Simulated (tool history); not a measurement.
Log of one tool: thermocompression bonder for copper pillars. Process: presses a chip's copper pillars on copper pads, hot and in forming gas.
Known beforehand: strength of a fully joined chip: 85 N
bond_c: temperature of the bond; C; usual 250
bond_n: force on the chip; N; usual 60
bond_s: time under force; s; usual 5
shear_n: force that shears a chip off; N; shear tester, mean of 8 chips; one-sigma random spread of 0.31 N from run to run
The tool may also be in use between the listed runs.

| run | day | bond_c | bond_n | bond_s | shear_n |
|---|---|---|---|---|---|
| 1 | 0 | 250 | 60 | 5 | 42.2 |
| 2 | 0.642 | 250 | 60 | 5 | 41.6 |
| 3 | 1.229 | 250 | 60 | 5 | 41.6 |
| 4 | 1.992 | 250 | 60 | 5 | 40.8 |
| 5 | 2.617 | 250 | 60 | 5 | 40.8 |
| 6 | 3.167 | 250 | 63 | 5 | 41.9 |
| 7 | 3.504 | 250 | 60 | 14 | 54.4 |
| 8 | 4.171 | 250 | 60 | 14 | 54.3 |
| 9 | 4.929 | 250 | 60 | 5 | 39.4 |
|  | 5.275 | forming gas filter changed |
| 10 | 5.725 | 250 | 56 | 5 | 40.1 |
| 11 | 6.125 | 250 | 56 | 5 | 39.8 |
| 12 | 6.479 | 250 | 56 | 5 | 39.5 |
| 13 | 6.804 | 250 | 60 | 4 | 38.2 |
| 14 | 7.492 | 250 | 60 | 4 | 38 |
| 15 | 7.917 | 250 | 60 | 4 | 37.4 |
| 16 | 8.646 | 250 | 60 | 5 | 39.6 |
| 17 | 9.125 | 250 | 60 | 5 | 39.5 |
| 18 | 9.746 | 250 | 60 | 5 | 38.6 |
| 19 | 10.529 | 250 | 60 | 5 | 38.4 |
| 20 | 10.992 | 250 | 60 | 4 | 35.5 |
|  | 11.071 | forming gas filter changed |
| 21 | 11.425 | 244 | 45 | 3 | 24.9 |
| 22 | 11.792 | 250 | 48 | 13 | 48.4 |
| 23 | 12.146 | 250 | 48 | 13 | 48.8 |
| 24 | 12.471 | 250 | 48 | 13 | 48.7 |
| 25 | 13.1 | 226 | 60 | 3 | 21.9 |
| 26 | 13.604 | 226 | 60 | 3 | 21.9 |
|  | 13.704 | force cell calibrated |
| 27 | 14.446 | 250 | 79 | 10 | 58.3 |
| 28 | 14.821 | 263 | 46 | 5 | 40.1 |
| 29 | 15.421 | 263 | 46 | 5 | 39.3 |
| 30 | 15.771 | 229 | 63 | 10 | 37.5 |
| 31 | 16.262 | 229 | 86 | 3 | 29.3 |
| 32 | 16.829 | 254 | 44 | 5 | 32.6 |
|  | 16.946 | forming gas filter changed |
| 33 | 17.388 | 261 | 69 | 15 | 68.7 |
| 34 | 18.058 | 245 | 42 | 6 | 31.2 |
|  | 18.179 | force cell calibrated, once more |
| 35 | 18.733 | 245 | 42 | 6 | 29.9 |
| 36 | 19.267 | 245 | 42 | 6 | 29.7 |
| 37 | 19.771 | 223 | 62 | 9 | 31.9 |
| 38 | 20.558 | 250 | 53 | 5 | 34.9 |
| 39 | 20.921 | 250 | 67 | 3 | 33.9 |

Measured result minus the same run's result without the hidden state. Both carry the same run-to-run variation, though not necessarily the same gauge scatter:
Hidden conditions of the tool in this case: true temperature of the bond over the reading, C; force that reaches the chip, % of what is set; oxide that the forming gas leaves, % of the face; drift of the gauge itself on shear_n, %.
| run | shear_n |
|---|---|
| 1 | -1.7 |
| 2 | -2.1 |
| 3 | -2.5 |
| 4 | -2.9 |
| 5 | -3.4 |
| 6 | -3.8 |
| 7 | -4.9 |
| 8 | -5.5 |
| 9 | -4.9 |
| 10 | -1.8 |
| 11 | -2 |
| 12 | -2.3 |
| 13 | -2.5 |
| 14 | -2.9 |
| 15 | -3.1 |
| 16 | -3.8 |
| 17 | -4.2 |
| 18 | -4.6 |
| 19 | -5 |
| 20 | -5 |
| 21 | -1.5 |
| 22 | -2.5 |
| 23 | -2.8 |
| 24 | -2.9 |
| 25 | -2.1 |
| 26 | -2.3 |
| 27 | -4.6 |
| 28 | -3.9 |
| 29 | -4.3 |
| 30 | -4.7 |
| 31 | -4.1 |
| 32 | -4.5 |
| 33 | -2 |
| 34 | -2.2 |
| 35 | -3.8 |
| 36 | -3.9 |
| 37 | -4.8 |
| 38 | -5.2 |
| 39 | -5.3 |
